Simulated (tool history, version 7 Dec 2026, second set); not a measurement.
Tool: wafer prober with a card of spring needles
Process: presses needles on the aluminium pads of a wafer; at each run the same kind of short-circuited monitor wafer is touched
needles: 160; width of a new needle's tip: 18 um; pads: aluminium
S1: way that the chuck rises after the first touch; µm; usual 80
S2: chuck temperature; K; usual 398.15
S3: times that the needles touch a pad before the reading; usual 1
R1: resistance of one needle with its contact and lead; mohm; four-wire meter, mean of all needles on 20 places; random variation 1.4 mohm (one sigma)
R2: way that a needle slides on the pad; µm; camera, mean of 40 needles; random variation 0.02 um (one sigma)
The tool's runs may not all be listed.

run	day	S1	S2	S3	R1	R2
1	0	80	398.15	1	122	10.11
2	0.358	80	398.15	1	124	10.1
3	0.583	80	398.15	1	125	10.09
# day 0.688: tips cleaned on abrasive film
4	0.8	80	398.15	1	125	10.13
5	1.138	80	398.15	1	123	10.12
6	1.496	80	398.15	1	122	10.13
# day 1.571: tips cleaned on abrasive film
7	1.746	80	398.15	2	120	10.16
8	2.142	80	398.15	2	122	10.18
9	2.425	80	398.15	1	121	10.19
# day 2.458: tips cleaned on abrasive film
10	2.658	80	398.15	1	122	10.18
11	2.875	80	398.15	1	123	10.16
12	3.2	96	398.15	1	122	12.22
# day 3.338: tips cleaned on abrasive film
13	3.45	96	398.15	1	120	12.24
14	3.75	78	351.15	1	118	9.93
15	4.088	80	348.15	2	117	10.22
# day 4.225: tips cleaned on abrasive film
16	4.458	78	298.15	2	109	9.96
17	4.704	70	351.15	2	119	8.96

Run 18 comes next. What will it give?
18	5.075	65	311.15	1	?	?

R1: 113 mohm
R2: 8.33 µm
Without the tool's hidden state the same run would have given R1 113 mohm, R2 8.21 µm.
